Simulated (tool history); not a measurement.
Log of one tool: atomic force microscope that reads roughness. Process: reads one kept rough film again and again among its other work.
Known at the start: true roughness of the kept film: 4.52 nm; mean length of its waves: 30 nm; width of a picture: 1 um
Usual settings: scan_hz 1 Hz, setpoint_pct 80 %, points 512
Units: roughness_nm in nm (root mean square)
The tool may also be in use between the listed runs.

run    hour  scan_hz  setpoint_pct  points  roughness_nm
  1       0        1            80     512         3.403
  2    29.6        1            75     512           3.4
  3    55.3        1            75     512         3.322
  4    83.2        1            75     512         3.305
  5   102.3     0.55            80     512         3.306
  6   130.6     0.55            80     512          3.23
  7   163.1     0.55            80     512         3.174
  8   186.7     0.55            80     512         3.141
  9     214     0.55            80     512         3.142
 10   238.2        1            80     512         2.993
        251  -- new tip fitted
 11   265.4        1            80     512         3.481
 12   298.7        1            80     512         3.385
 13   326.9        1            80     512          3.35
 14   356.1        1            80     512         3.271
 15   382.1        1            80     512         3.243
 16   402.1        1            80     512         3.194
 17   417.3        1            80     512         3.164
 18   438.8        1            80     512         3.133
 19   470.3     1.88            80     512         2.926
 20   494.9     1.88            80     512         2.892
      522.9  -- new tip fitted
 21     529     1.88            80     512         3.328
 22   554.6     1.88            80     512          3.25
 23   568.9     1.88            80     512         3.217
 24   594.5     1.88            80     512         3.193
 25   622.3     1.88            80     512         3.116
 26   649.1     1.88            80     512         3.092
 27   678.3     1.88            80     512         3.025
 28   708.5     1.88            80     512         2.978
 29   733.8        1            67     569         3.212
 30   762.9        1            67     347         3.129
 31   790.4      1.8            65     845         3.038
      792.7  -- new tip fitted
 32   809.6     1.19            77     397         3.404
 33   823.9     1.19            88     325         3.246
 34   840.6     1.19            88     325         3.196
 35   872.4      1.2            88     938         3.149
 36   893.1        1            75     512         3.319
 37   922.6        1            75     512         3.245
 38   951.8     2.16            75     311         2.982
 39   970.8     2.25            62     512         3.146
 40   990.8     0.58            60     890         3.247
 41  1019.8     0.58            60     499         3.209
 42  1035.4     0.58            60     499         3.153
 43  1055.2        1            85     624         2.945
     1062.5  -- new tip fitted
 44  1088.9        1            59     624         3.594
 45  1114.7     1.58            64     512         3.443
 46  1146.4     3.58            70     512         3.097
 47  1178.9     3.58            70     512         3.032
 48  1204.2     3.58            70     512         3.016
 49  1225.6     0.79            84     368          3.18
 50  1253.1     1.43            79     258         3.023
 51  1285.7     0.69            80     512         3.119
 52  1315.8     2.87            59     512         3.026

4 ways to go on from here, each from the tool as it stands after run 52. What would each give?
     1333.2  -- new tip fitted
  A  1335     3.55            84     286             ?
     1333.2  -- new tip fitted
  B  1335     0.69            59     825             ?
     1333.2  -- new tip fitted
  C  1335     1.65            61     427             ?
     1333.2  -- new tip fitted
  D  1335     2.64            75     494             ?

run  roughness_nm
  A          2.82
  B          3.62
  C         3.492
  D         3.223
Without the tool's hidden state the same runs would have given:
run  roughness_nm
  A         2.901
  B         3.724
  C         3.592
  D         3.315
